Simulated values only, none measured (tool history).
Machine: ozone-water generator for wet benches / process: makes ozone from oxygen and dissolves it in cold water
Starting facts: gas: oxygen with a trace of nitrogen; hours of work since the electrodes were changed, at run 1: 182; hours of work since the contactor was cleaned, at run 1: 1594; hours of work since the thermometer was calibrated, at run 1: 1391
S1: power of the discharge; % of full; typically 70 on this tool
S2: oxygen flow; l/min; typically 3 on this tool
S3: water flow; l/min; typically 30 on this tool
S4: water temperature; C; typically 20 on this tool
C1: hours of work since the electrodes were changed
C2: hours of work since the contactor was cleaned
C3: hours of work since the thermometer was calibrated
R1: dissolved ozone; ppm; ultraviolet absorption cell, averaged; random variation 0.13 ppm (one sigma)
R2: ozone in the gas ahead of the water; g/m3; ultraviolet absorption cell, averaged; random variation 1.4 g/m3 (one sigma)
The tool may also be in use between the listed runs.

run   hour  S1    S2  S3  S4   C1    C2    C3    R1     R2
  1      0  70     3  30  20  182  1594  1391  14.5  251.5
  2   50.8  70     3  30  20  229  1641  1438  14.8  252.5
  3   88.2  70     3  30  20  264  1676  1473  14.8  251.7
  4  118.1  70     3  30  20  292  1704  1501    15  251.1
  5  171.4  70     3  30  20  342  1754  1551    15  250.5
  6  226.9  46     3  30  20  394  1806  1603  10.7  182.7
  7  255.2  46     3  30  20  420  1832  1629  10.6    183
  8  282.2  46     3  30  20  446  1858  1655  10.6  180.3
  9  312.8  46     3  30  20  474  1886  1683  10.7  182.1
 10  359.8  70  2.77  30  20  518  1930  1727  14.7  265.5
 11  396.5  70  2.77  30  20  552  1964  1761  14.5  263.3
 12  428.2  70  2.77  30  20  582  1994  1791  14.6  265.4
 13  454.8  70  2.77  30  16  607  2019  1816    15  262.4
 14  480.7  70  2.28  30  20  631  2043  1840  13.8  292.8
 15  506.7  70     3  30  20  655  2067  1864  14.6  250.7
 16    549  70     3  30  23  695  2107  1904  14.7  250.1
 17  599.1  59  3.36  30  20  742  2154  1951  13.4  205.9
 18  652.9  59  3.36  30  20  792  2204  2001  13.3    206
 19  701.4  70  1.56  30  20  837  2249  2046  12.8  368.6
 20  728.1  70  1.56  30  20  862  2274  2071  12.7  363.1
 21  782.7  89  1.75  30  20  913  2325  2122  15.8  409.7

What does the tool deliver on the next run?
 22  807.4  53  1.99  28  20  936  2348  2145   ?   ?

R1: 11.7 ppm
R2: 260.2 g/m3
If the tool had no hidden condition, the same run with the same run-to-run variation would have returned R1 11.7 ppm, R2 260.3 g/m3.

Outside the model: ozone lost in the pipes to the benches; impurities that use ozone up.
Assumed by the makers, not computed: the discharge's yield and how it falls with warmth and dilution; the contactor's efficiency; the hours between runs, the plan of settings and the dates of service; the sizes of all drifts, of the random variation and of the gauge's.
